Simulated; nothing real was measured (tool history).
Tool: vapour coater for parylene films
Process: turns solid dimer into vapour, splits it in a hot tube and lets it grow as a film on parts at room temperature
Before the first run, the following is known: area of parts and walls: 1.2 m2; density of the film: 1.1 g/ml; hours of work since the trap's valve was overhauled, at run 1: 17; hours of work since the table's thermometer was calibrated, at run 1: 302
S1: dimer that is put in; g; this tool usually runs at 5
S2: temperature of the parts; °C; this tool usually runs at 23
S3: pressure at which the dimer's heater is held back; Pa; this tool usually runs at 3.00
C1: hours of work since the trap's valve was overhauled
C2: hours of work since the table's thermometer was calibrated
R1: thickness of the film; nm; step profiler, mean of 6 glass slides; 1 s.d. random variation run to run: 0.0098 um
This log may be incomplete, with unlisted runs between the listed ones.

run 1 hour=0.0 | S1=5 S2=23 S3=3.00 | C1=17 C2=302 | R1=2253
run 2 hour=41.6 | S1=5 S2=23 S3=3.00 | C1=36 C2=321 | R1=2244
run 3 hour=82.6 | S1=3 S2=23 S3=3.00 | C1=55 C2=340 | R1=1351
run 4 hour=129.1 | S1=3 S2=23 S3=3.00 | C1=76 C2=362 | R1=1365
run 5 hour=175.7 | S1=3 S2=23 S3=3.00 | C1=98 C2=383 | R1=1356
run 6 hour=249.4 | S1=3 S2=23 S3=3.00 | C1=132 C2=417 | R1=1358
run 7 hour=302.0 | S1=5 S2=27 S3=3.00 | C1=156 C2=441 | R1=1951
run 8 hour=333.1 | S1=5 S2=23 S3=2.83 | C1=171 C2=456 | R1=2291
run 9 hour=375.8 | S1=5 S2=23 S3=2.83 | C1=190 C2=476 | R1=2285
run 10 hour=430.6 | S1=5 S2=23 S3=2.83 | C1=216 C2=501 | R1=2287
run 11 hour=468.5 | S1=5 S2=23 S3=2.83 | C1=233 C2=518 | R1=2287
run 12 hour=508.3 | S1=5 S2=23 S3=2.83 | C1=252 C2=537 | R1=2308
run 13 hour=541.3 | S1=5 S2=23 S3=2.83 | C1=267 C2=552 | R1=2306
run 14 hour=591.9 | S1=5 S2=23 S3=2.83 | C1=290 C2=576 | R1=2289
run 15 hour=627.3 | S1=6 S2=30 S3=3.00 | C1=307 C2=592 | R1=2118
run 16 hour=668.1 | S1=2 S2=17 S3=3.87 | C1=326 C2=611 | R1=1068
run 17 hour=714.5 | S1=2 S2=17 S3=3.87 | C1=347 C2=632 | R1=1057
run 18 hour=753.6 | S1=5 S2=25 S3=4.28 | C1=365 C2=650 | R1=1951
run 19 hour=785.2 | S1=2 S2=30 S3=7.88 | C1=380 C2=665 | R1=547
run 20 hour=830.0 | S1=5 S2=35 S3=9.05 | C1=400 C2=686 | R1=1145
run 21 hour=890.2 | S1=5 S2=23 S3=5.17 | C1=428 C2=713 | R1=2012
run 22 hour=943.2 | S1=5 S2=22 S3=3.00 | C1=453 C2=738 | R1=2364
run 23 hour=1007.6 | S1=3 S2=23 S3=3.27 | C1=482 C2=768 | R1=1336

Run 24 is up next; what results do you expect?
run 24 hour=1068.1 | S1=8 S2=22 S3=2.70 | C1=510 C2=796 | R1=?

{"run 24": {"R1": 3903}}
Were there no unlogged condition in the tool, this run, its random variation unchanged, would have produced R1 3834 nm.

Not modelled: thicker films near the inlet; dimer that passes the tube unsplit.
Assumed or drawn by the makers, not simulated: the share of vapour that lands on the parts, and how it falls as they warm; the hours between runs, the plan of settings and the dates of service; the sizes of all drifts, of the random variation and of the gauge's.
